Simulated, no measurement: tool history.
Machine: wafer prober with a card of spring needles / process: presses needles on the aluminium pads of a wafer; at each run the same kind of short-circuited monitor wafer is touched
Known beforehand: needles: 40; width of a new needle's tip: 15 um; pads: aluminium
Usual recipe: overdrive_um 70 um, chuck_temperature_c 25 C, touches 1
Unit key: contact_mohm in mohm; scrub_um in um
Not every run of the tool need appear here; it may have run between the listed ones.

run,hour,overdrive_um,chuck_temperature_c,touches,contact_mohm,scrub_um
1,0.0,70,25,1,220,9.99
# hour 9.5: tips cleaned on abrasive film
# hour 25.9: tips cleaned on abrasive film
# hour 41.7: tips cleaned on abrasive film
2,48.2,70,25,2,204,9.95
# hour 57.5: tips cleaned on abrasive film
# hour 70.8: tips cleaned on abrasive film
3,74.3,70,25,2,196,9.96
# hour 84.3: tips cleaned on abrasive film
# hour 99.1: tips cleaned on abrasive film
4,99.4,70,25,2,179,9.93
# hour 115.4: tips cleaned on abrasive film
# hour 131.6: tips cleaned on abrasive film
5,132.6,70,25,2,186,9.90
# hour 145.1: tips cleaned on abrasive film
# hour 160.6: tips cleaned on abrasive film
# hour 173.9: tips cleaned on abrasive film
6,179.8,70,66,1,232,9.81
# hour 189.8: tips cleaned on abrasive film
# hour 205.7: tips cleaned on abrasive film
# hour 209.2: height of the first contact set anew
# hour 222.0: tips cleaned on abrasive film
7,222.0,73,25,1,179,10.43
# hour 237.2: tips cleaned on abrasive film
8,246.8,80,123,1,233,11.44
# hour 252.6: tips cleaned on abrasive film
# hour 267.6: tips cleaned on abrasive film
9,276.3,70,123,1,244,9.97
# hour 283.1: tips cleaned on abrasive film
# hour 298.7: tips cleaned on abrasive film
# hour 315.4: tips cleaned on abrasive film
10,325.5,70,25,1,239,9.90

Branching from run 10: 3 alternative next runs. What would each branch give?
# hour 328.9: tips cleaned on abrasive film
# hour 345.0: tips cleaned on abrasive film
# hour 360.7: tips cleaned on abrasive film
# hour 376.2: tips cleaned on abrasive film
A,376.6,70,26,2,?,?
# hour 328.9: tips cleaned on abrasive film
# hour 345.0: tips cleaned on abrasive film
# hour 360.7: tips cleaned on abrasive film
# hour 376.2: tips cleaned on abrasive film
B,376.6,70,81,2,?,?
# hour 328.9: tips cleaned on abrasive film
# hour 345.0: tips cleaned on abrasive film
# hour 360.7: tips cleaned on abrasive film
# hour 376.2: tips cleaned on abrasive film
C,376.6,70,25,2,?,?

run,contact_mohm,scrub_um
A,182,9.83
B,193,9.82
C,180,9.84
Without the tool's hidden state the same runs would have given:
run,contact_mohm,scrub_um
A,171,10.02
B,182,10.01
C,169,10.03
